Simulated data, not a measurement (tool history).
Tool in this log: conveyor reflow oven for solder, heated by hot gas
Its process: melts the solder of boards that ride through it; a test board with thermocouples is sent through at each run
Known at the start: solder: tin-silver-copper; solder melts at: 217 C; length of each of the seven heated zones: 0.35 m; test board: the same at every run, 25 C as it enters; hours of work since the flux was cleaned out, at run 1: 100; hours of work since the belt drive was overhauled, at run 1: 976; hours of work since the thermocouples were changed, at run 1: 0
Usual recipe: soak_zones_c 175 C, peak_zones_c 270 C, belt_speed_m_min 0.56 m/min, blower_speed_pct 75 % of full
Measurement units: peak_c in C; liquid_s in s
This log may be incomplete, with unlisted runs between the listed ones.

| run | hour | soak_zones_c | peak_zones_c | belt_speed_m_min | blower_speed_pct | hours of work since the flux was cleaned out | hours of work since the belt drive was overhauled | hours of work since the thermocouples were changed | peak_c | liquid_s |
|---|---|---|---|---|---|---|---|---|---|---|
| 1 | 0 | 175 | 270 | 0.56 | 75 | 100 | 976 | 0 | 257.1 | 60.5 |
| 2 | 43.1 | 175 | 270 | 0.56 | 75 | 120 | 996 | 20 | 257.1 | 60.5 |
| 3 | 87.4 | 175 | 284 | 0.56 | 75 | 141 | 1017 | 41 | 270.1 | 66.9 |
| 4 | 128.2 | 175 | 284 | 0.56 | 75 | 160 | 1036 | 61 | 270.3 | 67 |
| 5 | 172.1 | 175 | 284 | 0.56 | 75 | 181 | 1057 | 82 | 270.1 | 66.8 |
| 6 | 233.1 | 175 | 284 | 0.56 | 75 | 210 | 1086 | 111 | 270.2 | 67 |
| 7 | 290.1 | 175 | 270 | 0.56 | 75 | 237 | 1113 | 138 | 257 | 60.6 |
| 8 | 326.4 | 172 | 270 | 0.56 | 75 | 255 | 1131 | 155 | 256.6 | 59.5 |
| 9 | 368.4 | 172 | 270 | 0.56 | 75 | 274 | 1151 | 175 | 256.9 | 59.4 |
| 10 | 418 | 172 | 270 | 0.56 | 75 | 298 | 1174 | 198 | 257 | 59.2 |
| 11 | 477.2 | 172 | 270 | 0.56 | 75 | 326 | 1202 | 227 | 256.5 | 59.3 |
| 12 | 506.5 | 172 | 270 | 0.56 | 75 | 340 | 1216 | 240 | 257 | 59.4 |
| 13 | 536.9 | 172 | 270 | 0.56 | 75 | 354 | 1230 | 255 | 256.7 | 59.3 |
| 14 | 581.4 | 172 | 270 | 0.56 | 75 | 376 | 1252 | 276 | 256.9 | 59.4 |
| 15 | 614.8 | 172 | 270 | 0.56 | 75 | 391 | 1267 | 292 | 256.6 | 59 |
| 16 | 641.5 | 175 | 270 | 0.56 | 75 | 404 | 1280 | 304 | 257.2 | 60.6 |
| 17 | 699.6 | 186 | 260 | 0.512 | 82 | 432 | 1308 | 332 | 252.4 | 68.9 |
| 18 | 750 | 166 | 270 | 0.487 | 75 | 456 | 1332 | 356 | 260 | 69 |
| 19 | 815.2 | 174 | 284 | 0.582 | 58 | 487 | 1363 | 387 | 265.5 | 61.6 |
|  | 845.2 | flux residue cleaned out of gas plates and filters |
| 20 | 881.6 | 185 | 284 | 0.495 | 65 | 17 | 1392 | 416 | 273.7 | 81.3 |
| 21 | 920.4 | 175 | 270 | 0.593 | 60 | 36 | 1410 | 434 | 252.9 | 53.2 |
| 22 | 979.8 | 186 | 274 | 0.56 | 75 | 64 | 1438 | 463 | 262.4 | 67.1 |
| 23 | 1037.9 | 189 | 266 | 0.641 | 53 | 91 | 1466 | 490 | 248.4 | 50.5 |
| 24 | 1074.5 | 189 | 266 | 0.641 | 53 | 109 | 1483 | 508 | 248.4 | 50.7 |
| 25 | 1117.1 | 189 | 266 | 0.641 | 53 | 129 | 1504 | 528 | 247.9 | 50.4 |
| 26 | 1151.4 | 189 | 266 | 0.641 | 53 | 145 | 1520 | 544 | 248.6 | 50.4 |
| 27 | 1188.5 | 163 | 271 | 0.56 | 75 | 163 | 1537 | 562 | 256.5 | 56.2 |
| 28 | 1234.4 | 179 | 281 | 0.65 | 82 | 185 | 1559 | 584 | 264.3 | 56.1 |
| 29 | 1295.7 | 179 | 281 | 0.65 | 82 | 214 | 1588 | 613 | 264.9 | 56.2 |
| 30 | 1343.5 | 179 | 281 | 0.65 | 82 | 237 | 1611 | 635 | 264.7 | 56.1 |
| 31 | 1404.1 | 175 | 279 | 0.52 | 75 | 265 | 1640 | 664 | 267.6 | 71.1 |

What if the next run were any one of these 4? Each begins from the tool's condition after run 31:
| A | 1434.5 | 162 | 264 | 0.56 | 62 | 280 | 1654 | 678 | ? | ? |
| B | 1434.5 | 175 | 275 | 0.506 | 88 | 280 | 1654 | 678 | ? | ? |
| C | 1434.5 | 177 | 270 | 0.531 | 75 | 280 | 1654 | 678 | ? | ? |
| D | 1434.5 | 175 | 263 | 0.575 | 51 | 280 | 1654 | 678 | ? | ? |

| run | peak_c | liquid_s |
|---|---|---|
| A | 247.7 | 49.2 |
| B | 265.5 | 73 |
| C | 259.1 | 66.1 |
| D | 245.8 | 49.6 |
Without the tool's unlogged condition, the same runs would have read:
| run | peak_c | liquid_s |
|---|---|---|
| A | 247.8 | 49.2 |
| B | 265.6 | 72.9 |
| C | 259.1 | 66 |
| D | 245.9 | 49.6 |
